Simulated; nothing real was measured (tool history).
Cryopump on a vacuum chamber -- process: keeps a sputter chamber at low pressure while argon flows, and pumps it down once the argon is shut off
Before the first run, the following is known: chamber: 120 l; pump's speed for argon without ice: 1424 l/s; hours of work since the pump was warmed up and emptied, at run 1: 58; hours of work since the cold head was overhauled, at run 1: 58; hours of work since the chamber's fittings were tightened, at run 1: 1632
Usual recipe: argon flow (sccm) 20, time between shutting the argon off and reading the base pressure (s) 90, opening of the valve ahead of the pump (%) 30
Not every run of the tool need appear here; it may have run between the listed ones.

run	hour	argon flow (sccm)	time between shutting the argon off and reading the base pressure (s)	opening of the valve ahead of the pump (%)	hours of work since the pump was warmed up and emptied	hours of work since the cold head was overhauled	hours of work since the chamber's fittings were tightened	pressure while argon flows (Pa)	pressure after the wait (uPa)
1	0	20	90	30	58	58	1632	0.0793	1.96
2	20	20	90	30	76	76	1650	0.079	1.92
3	49.5	20	90	39	102	102	1676	0.061	1.87
4	78.8	20	90	39	128	128	1702	0.0624	2.04
5	108.7	20	90	53	155	155	1729	0.0477	1.99
6	135.4	12	90	30	179	179	1753	0.0476	2.03
7	163.8	20	241	30	204	204	1778	0.0804	1.58
8	197.4	20	241	30	234	234	1808	0.0805	1.59
9	234.7	20	241	30	268	268	1841	0.081	1.66
10	256	20	241	30	287	287	1860	0.0814	1.66
11	279	20	241	30	307	307	1881	0.0814	1.67
12	303.8	20	241	30	329	329	1903	0.0817	1.71
13	331.4	20	241	30	354	354	1927	0.082	1.72
14	354.4	29	57	35	375	375	1948	0.1018	2.77
15	386.9	29	57	35	404	404	1977	0.1027	2.65
16	410.2	29	57	35	424	424	1998	0.1033	2.76
17	443.2	15	63	36	454	454	2027	0.0519	2.63
18	482.1	28	57	18	489	489	2062	0.1888	2.84
19	511.1	33	57	18	514	514	2088	0.2235	2.71
20	541	20	90	41	541	541	2115	0.0622	2.31
21	557.6	20	90	41	556	556	2129	0.0619	2.45
22	593.5	33	34	30	588	588	2161	0.1362	3.77
23	609.9	17	34	30	603	603	2176	0.0712	3.7
24	627.4	20	27	16	618	618	2192	0.1521	4.37
25	646.5	11	42	37	635	635	2209	0.0376	3.39

Some steps in pressure while argon flows (Pa) between neighbouring runs. How much of each would the tool show without its hidden state too (settings, what came in, random variation), and how much is left for the hidden state, with any gauge scatter that isn't in both results?
The hidden state here: pump's speed, % of a pump's without ice; cold plate's temperature, K; leak into the chamber, uPa l/s; drift of the gauge itself on working_pa, %; drift of the gauge itself on base_upa, %.
Run 17 -> 18: argon flow (sccm) 15 -> 28, time between shutting the argon off and reading the base pressure (s) 63 -> 57, opening of the valve ahead of the pump (%) 36 -> 18. pressure while argon flows (Pa) +0.1369: hidden state +0.0026, all else +0.1343.
Run 19 -> 20: argon flow (sccm) 33 -> 20, time between shutting the argon off and reading the base pressure (s) 57 -> 90, opening of the valve ahead of the pump (%) 18 -> 41. pressure while argon flows (Pa) -0.1613: hidden state -0.0022, all else -0.1591.
Run 21 -> 22: argon flow (sccm) 20 -> 33, time between shutting the argon off and reading the base pressure (s) 90 -> 34, opening of the valve ahead of the pump (%) 41 -> 30. pressure while argon flows (Pa) +0.0743: hidden state +0.003, all else +0.0713.
Run 22 -> 23: argon flow (sccm) 33 -> 17. pressure while argon flows (Pa) -0.065: hidden state -0.0034, all else -0.0616.

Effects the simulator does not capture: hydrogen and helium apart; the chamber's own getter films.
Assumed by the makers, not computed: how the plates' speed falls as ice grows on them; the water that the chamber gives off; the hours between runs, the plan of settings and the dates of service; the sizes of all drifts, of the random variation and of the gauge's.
